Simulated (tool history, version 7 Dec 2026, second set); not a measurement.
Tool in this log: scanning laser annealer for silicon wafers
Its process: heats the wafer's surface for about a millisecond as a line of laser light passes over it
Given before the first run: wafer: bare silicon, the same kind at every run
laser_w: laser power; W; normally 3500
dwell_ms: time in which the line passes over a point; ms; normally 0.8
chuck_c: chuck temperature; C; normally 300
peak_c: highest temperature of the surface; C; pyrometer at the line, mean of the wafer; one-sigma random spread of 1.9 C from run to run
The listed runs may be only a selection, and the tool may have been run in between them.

run   hour  laser_w  dwell_ms  chuck_c  peak_c
  1      0     3500       0.8      300    1042
  2   11.2     3500       0.8      300    1041
  3   18.3     3500       0.8      300    1042
  4   29.2     3500       0.8      300    1037
  5   40.8     3500       0.8      300    1041
  6   51.4     3500       0.8      300    1040
  7   61.4     3695     0.832      293    1098
  8   74.4     3695     0.805      268    1056
  9   80.3     3340       0.8      265     964
      84.1  -- laser's power meter calibrated
 10   94.2     3340       0.8      265     960
 11  100.6     3264       0.8      268     946
     111.2  -- optics aligned, line set to its width
 12    113     3264     0.805      296     993

Predict each of these 5 candidate next runs independently; none follows another, all start after run 12:
     116.9  -- laser's power meter calibrated, once more
  A  122.9     3469     0.586      300       ?
     116.9  -- laser's power meter calibrated, once more
  B  122.9     3500     0.853      269       ?
     116.9  -- laser's power meter calibrated, once more
  C  122.9     3291     0.805      275       ?
     116.9  -- laser's power meter calibrated, once more
  D  122.9     3500     0.602      300       ?
     116.9  -- laser's power meter calibrated, once more
  E  122.9     3821      0.79      287       ?

run  peak_c
  A     947
  B    1054
  C     981
  D     963
  E    1126
With the hidden condition removed and each run's random variation left untouched, the same runs would have given:
run  peak_c
  A     984
  B    1099
  C    1022
  D    1001
  E    1174
